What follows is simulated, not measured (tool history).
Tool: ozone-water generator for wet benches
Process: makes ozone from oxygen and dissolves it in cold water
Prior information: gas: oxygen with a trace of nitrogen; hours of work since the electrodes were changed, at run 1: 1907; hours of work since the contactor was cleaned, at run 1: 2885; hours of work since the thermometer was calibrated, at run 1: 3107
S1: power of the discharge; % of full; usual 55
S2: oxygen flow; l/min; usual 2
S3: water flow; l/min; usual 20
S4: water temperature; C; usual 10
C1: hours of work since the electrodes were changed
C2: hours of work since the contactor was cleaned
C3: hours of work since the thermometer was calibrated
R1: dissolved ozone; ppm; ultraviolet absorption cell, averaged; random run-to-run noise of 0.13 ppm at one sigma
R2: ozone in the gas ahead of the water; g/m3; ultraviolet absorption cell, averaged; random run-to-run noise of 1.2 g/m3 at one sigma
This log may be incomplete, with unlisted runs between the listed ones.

run	hour	S1	S2	S3	S4	C1	C2	C3	R1	R2
1	0	55	2	20	10	1907	2885	3107	12.5	208.4
2	111	74	2	20	10	1980	2958	3181	15.8	257
3	164.2	74	2	20	10	2015	2993	3216	15.8	258.4
4	257.1	55	2	20	10	2077	3054	3277	12.6	207.5
5	354.9	55	2	20	10	2141	3119	3341	12.6	208.5
6	441.8	55	2	20	15	2198	3176	3399	12.2	210.1
7	548.9	55	2	20	15	2269	3247	3469	12.3	208.1
8	625.6	64	2	20	15	2320	3298	3520	13.8	235.3
9	676.3	55	2	20	10	2353	3331	3553	12.7	207.5
10	740	55	2	20	10	2395	3373	3595	12.6	210.4
# hour 784.6: water thermometer calibrated
11	814.5	55	2	20	10	2444	3422	20	12.6	208.5
12	908.4	55	2	20	10	2506	3484	82	12.8	207.6
13	1010.7	55	2	20	10	2573	3551	149	12.5	209
14	1096.7	63	2	15	10	2630	3608	206	19.2	233.7
15	1169.3	58	2	25	7	2678	3656	254	10.3	219.9
16	1259.2	58	2	25	7	2737	3715	313	10.2	217.4
17	1340.9	58	2	25	7	2791	3769	367	10.3	219.7
# hour 1407.6: contactor cleaned
18	1450	58	2	25	7	2861	28	436	9.9	218.6
19	1500.3	58	2	25	7	2894	61	469	10.1	220.6
20	1594.4	67	2	20	10	2956	123	531	14.7	247
21	1671.7	52	3.23	20	11	3007	174	583	14.2	166.7

Run 22 is up next; what results do you expect?
22	1746.8	52	3.23	20	11	3056	224	632	?	?

R1: 14.4 ppm
R2: 168 g/m3
Had the tool carried no hidden state, the very same run would have given R1 14.4 ppm, R2 164.6 g/m3.
